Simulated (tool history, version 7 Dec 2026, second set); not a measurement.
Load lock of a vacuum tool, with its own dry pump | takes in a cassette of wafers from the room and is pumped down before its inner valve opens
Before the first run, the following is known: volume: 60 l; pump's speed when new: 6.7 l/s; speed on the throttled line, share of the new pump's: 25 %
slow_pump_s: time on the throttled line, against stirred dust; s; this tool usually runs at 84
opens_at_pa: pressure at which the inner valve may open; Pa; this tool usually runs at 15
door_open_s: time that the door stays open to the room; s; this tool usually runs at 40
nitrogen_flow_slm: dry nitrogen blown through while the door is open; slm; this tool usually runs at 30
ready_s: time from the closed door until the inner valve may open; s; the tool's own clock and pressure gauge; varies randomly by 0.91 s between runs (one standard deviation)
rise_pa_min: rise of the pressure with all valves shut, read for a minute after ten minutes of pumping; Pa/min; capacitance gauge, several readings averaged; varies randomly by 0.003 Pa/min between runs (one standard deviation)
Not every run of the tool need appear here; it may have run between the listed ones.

| run | hour | slow_pump_s | opens_at_pa | door_open_s | nitrogen_flow_slm | incoming humidity of the room's air, % | ready_s | rise_pa_min |
|---|---|---|---|---|---|---|---|---|
| 1 | 0.0 | 84 | 15 | 40 | 30 | 40.1 | 156.9 | 0.108 |
| 2 | 174.4 | 84 | 15 | 40 | 30 | 46.5 | 156.3 | 0.119 |
| 3 | 444.7 | 84 | 15 | 40 | 30 | 42.7 | 157.7 | 0.122 |
| 4 | 864.1 | 84 | 15 | 40 | 30 | 46.2 | 157.2 | 0.130 |
| 5 | 1248.4 | 84 | 15 | 40 | 30 | 46.2 | 159.2 | 0.131 |
| 6 | 1515.1 | 84 | 15 | 40 | 30 | 47.5 | 157.5 | 0.140 |
| 7 | 1728.2 | 84 | 15 | 40 | 30 | 45.6 | 159.3 | 0.138 |
| 8 | 2097.5 | 84 | 15 | 40 | 30 | 46.7 | 158.1 | 0.136 |
| 9 | 2523.7 | 84 | 15 | 40 | 30 | 44.1 | 160.7 | 0.156 |
| 10 | 2795.4 | 84 | 15 | 40 | 30 | 42.9 | 161.2 | 0.151 |
| 11 | 3213.9 | 84 | 15 | 40 | 30 | 41.7 | 162.3 | 0.164 |
| 12 | 3452.7 | 84 | 15 | 40 | 30 | 43.4 | 162.4 | 0.163 |
|  | 3534.3 | dry pump taken out, an overhauled one fitted |
| 13 | 3810.9 | 84 | 15 | 40 | 30 | 43.9 | 142.1 | 0.165 |
| 14 | 4009.5 | 84 | 15 | 40 | 30 | 43.5 | 144.2 | 0.171 |
| 15 | 4207.3 | 84 | 15 | 40 | 30 | 43.3 | 143.7 | 0.171 |
| 16 | 4611.9 | 84 | 15 | 40 | 30 | 45.6 | 143.5 | 0.178 |
| 17 | 4979.8 | 84 | 15 | 40 | 30 | 44.6 | 144.7 | 0.187 |
| 18 | 5254.3 | 84 | 15 | 40 | 30 | 42.9 | 144.7 | 0.190 |
| 19 | 5511.5 | 84 | 15 | 40 | 30 | 48.7 | 145.2 | 0.193 |
| 20 | 5695.1 | 84 | 15 | 40 | 45 | 49.2 | 145.6 | 0.192 |
| 21 | 6033.3 | 84 | 15 | 40 | 45 | 43.5 | 145.5 | 0.197 |
| 22 | 6281.0 | 109 | 30 | 40 | 30 | 41.9 | 158.7 | 0.200 |
|  | 6592.8 | door's seal changed, seat wiped |
| 23 | 6609.4 | 84 | 29 | 76 | 30 | 44.3 | 140.8 | 0.039 |
| 24 | 6822.8 | 156 | 25 | 124 | 12 | 44.8 | 194.2 | 0.077 |
| 25 | 7112.4 | 156 | 25 | 124 | 12 | 43.8 | 195.3 | 0.081 |
| 26 | 7479.0 | 156 | 25 | 58 | 4 | 43.3 | 195.9 | 0.059 |
| 27 | 7739.6 | 156 | 11 | 58 | 8 | 44.5 | 203.1 | 0.057 |
| 28 | 7931.7 | 156 | 14 | 32 | 4 | 43.6 | 200.3 | 0.040 |
| 29 | 8280.9 | 149 | 14 | 26 | 4 | 48.2 | 194.5 | 0.043 |

Below, some changes in ready_s between adjacent runs. For each, the amount present without the hidden state too (settings, incoming material, random variation) and the amount remaining for the hidden state with gauge scatter not shared by both compared results:
Unlogged tool condition in this case: pump's speed, % of a new pump's; leak at the door's seal, Pa l/s; drift of the gauge itself on ready_s, %; drift of the gauge itself on rise_pa_min, %.
Run 12 -> 13: dry pump taken out, an overhauled one fitted. ready_s -20.3 s: hidden state -19.1, all else -1.2.
Run 23 -> 24: slow_pump_s 84 -> 156, opens_at_pa 29 -> 25, door_open_s 76 -> 124, nitrogen_flow_slm 30 -> 12. ready_s +53.4 s: hidden state -1.2, all else +54.6.
